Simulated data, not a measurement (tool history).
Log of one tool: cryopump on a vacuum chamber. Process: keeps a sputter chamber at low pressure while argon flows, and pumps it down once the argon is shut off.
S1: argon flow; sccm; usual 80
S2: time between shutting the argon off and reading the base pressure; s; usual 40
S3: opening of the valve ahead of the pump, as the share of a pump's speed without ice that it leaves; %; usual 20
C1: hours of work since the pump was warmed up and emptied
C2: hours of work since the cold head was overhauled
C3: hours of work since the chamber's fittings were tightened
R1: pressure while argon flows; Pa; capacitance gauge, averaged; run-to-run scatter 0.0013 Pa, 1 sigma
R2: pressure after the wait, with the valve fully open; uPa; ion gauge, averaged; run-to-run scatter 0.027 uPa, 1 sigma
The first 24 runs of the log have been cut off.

run,hour,S1,S2,S3,C1,C2,C3,R1,R2
25,267.5,45,193,29,206,206,1438,0.1135,1.21
26,278.8,32,193,43,212,212,1444,0.0550,1.25
27,287.3,59,193,51,216,216,1448,0.0850,1.21
28,301.0,59,80,28,223,223,1455,0.1553,1.58
29,311.0,59,282,28,228,228,1460,0.1541,1.19
30,319.2,73,282,28,232,232,1464,0.1915,1.14
31,331.9,73,282,28,238,238,1470,0.1912,1.17
32,338.8,73,282,28,242,242,1474,0.1916,1.21
33,345.9,69,129,20,246,246,1478,0.2511,1.39

Here are 5 independent what-if runs from the current tool condition. What would each one return?
A,352.9,80,40,27,249,249,1481,?,?
B,352.9,45,71,15,249,249,1481,?,?
C,352.9,61,41,17,249,249,1481,?,?
D,352.9,116,46,19,249,249,1481,?,?
E,352.9,41,64,16,249,249,1481,?,?

run,R1,R2
A,0.2177,2.20
B,0.2193,1.61
C,0.2630,2.13
D,0.4476,2.00
E,0.1872,1.78
With the hidden condition removed and each run's random variation left untouched, the same runs would have given:
run,R1,R2
A,0.2145,1.27
B,0.2175,0.72
C,0.2606,1.22
D,0.4429,1.10
E,0.1855,0.85
